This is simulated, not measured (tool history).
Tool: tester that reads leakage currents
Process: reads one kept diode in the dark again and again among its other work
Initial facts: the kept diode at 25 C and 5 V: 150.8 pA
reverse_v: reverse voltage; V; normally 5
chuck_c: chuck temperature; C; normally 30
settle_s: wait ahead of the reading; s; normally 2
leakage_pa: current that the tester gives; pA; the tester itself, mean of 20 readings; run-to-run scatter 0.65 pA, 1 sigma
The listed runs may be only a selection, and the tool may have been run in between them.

Run 1, hour 0: usual settings. Result: leakage_pa 210.01 pA.
Run 2, hour 32.3: usual settings. Result: leakage_pa 209.37 pA.
Run 3, hour 87.8: usual settings. Result: leakage_pa 208.34 pA.
Run 4, hour 135.9: usual settings but settle_s 2.05 s. Result: leakage_pa 208.77 pA.
At hour 155.3: probe card cleaned and baked.
Run 5, hour 187.7: usual settings but settle_s 2.05 s. Result: leakage_pa 191.62 pA.
Run 6, hour 218.9: usual settings but settle_s 2.05 s. Result: leakage_pa 191.95 pA.
At hour 249.5: chuck's temperature calibrated.
Run 7, hour 264.1: usual settings but settle_s 2.05 s. Result: leakage_pa 221.29 pA.
Run 8, hour 299.1: usual settings but settle_s 2.05 s. Result: leakage_pa 220.1 pA.
Run 9, hour 347.7: usual settings. Result: leakage_pa 219.52 pA.
Run 10, hour 379.7: usual settings. Result: leakage_pa 219.21 pA.
Run 11, hour 426.1: usual settings. Result: leakage_pa 218.16 pA.
Run 12, hour 471.5: usual settings. Result: leakage_pa 217.66 pA.
Run 13, hour 503.5: usual settings. Result: leakage_pa 216.15 pA.
Run 14, hour 556.8: usual settings. Result: leakage_pa 216.02 pA.
Run 15, hour 593.6: usual settings but chuck_c 38 C, settle_s 5.07 s. Result: leakage_pa 367.67 pA.
Run 16, hour 648.7: usual settings but reverse_v 3.26 V, chuck_c 24 C, settle_s 2.62 s. Result: leakage_pa 119.43 pA.
Run 17, hour 674.1: usual settings but reverse_v 3.26 V, chuck_c 24 C, settle_s 2.62 s. Result: leakage_pa 119.02 pA.
Run 18, hour 700: usual settings but reverse_v 3.26 V, chuck_c 24 C, settle_s 2.62 s. Result: leakage_pa 118.62 pA.
Run 19, hour 755: usual settings but chuck_c 40 C, settle_s 4.23 s. Result: leakage_pa 414.03 pA.
Run 20, hour 783.3: usual settings but chuck_c 44 C, settle_s 0.92 s. Result: leakage_pa 537.91 pA.
Run 21, hour 821.2: usual settings but chuck_c 35 C, settle_s 3.35 s. Result: leakage_pa 295.76 pA.
Run 22, hour 850.1: usual settings but settle_s 2.45 s. Result: leakage_pa 210.12 pA.
Run 23, hour 894.6: usual settings but settle_s 2.45 s. Result: leakage_pa 210.37 pA.
Run 24, hour 951.6: usual settings but reverse_v 11.88 V, chuck_c 52 C, settle_s 1.52 s. Result: leakage_pa 1185.35 pA.
Run 25, hour 1007: usual settings but reverse_v 5.88 V, chuck_c 52 C, settle_s 4.42 s. Result: leakage_pa 906.44 pA.

Predict each of these 5 candidate next runs independently; none follows another, all start after run 25:
Run A, hour 1061.4: usual settings but chuck_c 28 C. Result: leakage_pa ?.
Run B, hour 1061.4: usual settings but reverse_v 5.88 V, chuck_c 57 C, settle_s 2.17 s. Result: leakage_pa ?.
Run C, hour 1061.4: usual settings but settle_s 7.55 s. Result: leakage_pa ?.
Run D, hour 1061.4: usual settings but reverse_v 3.42 V, chuck_c 40 C, settle_s 4.25 s. Result: leakage_pa ?.
Run E, hour 1061.4: usual settings but reverse_v 7.22 V, settle_s 3.57 s. Result: leakage_pa ?.

run  leakage_pa
  A      181.18
  B     1221.45
  C      205.84
  D      347.12
  E      239.93
The same runs, with their run-to-run variation unchanged, on a tool lacking any hidden condition would have given:
run  leakage_pa
  A      188.37
  B     1296.61
  C      214.98
  D      368.63
  E      248.24

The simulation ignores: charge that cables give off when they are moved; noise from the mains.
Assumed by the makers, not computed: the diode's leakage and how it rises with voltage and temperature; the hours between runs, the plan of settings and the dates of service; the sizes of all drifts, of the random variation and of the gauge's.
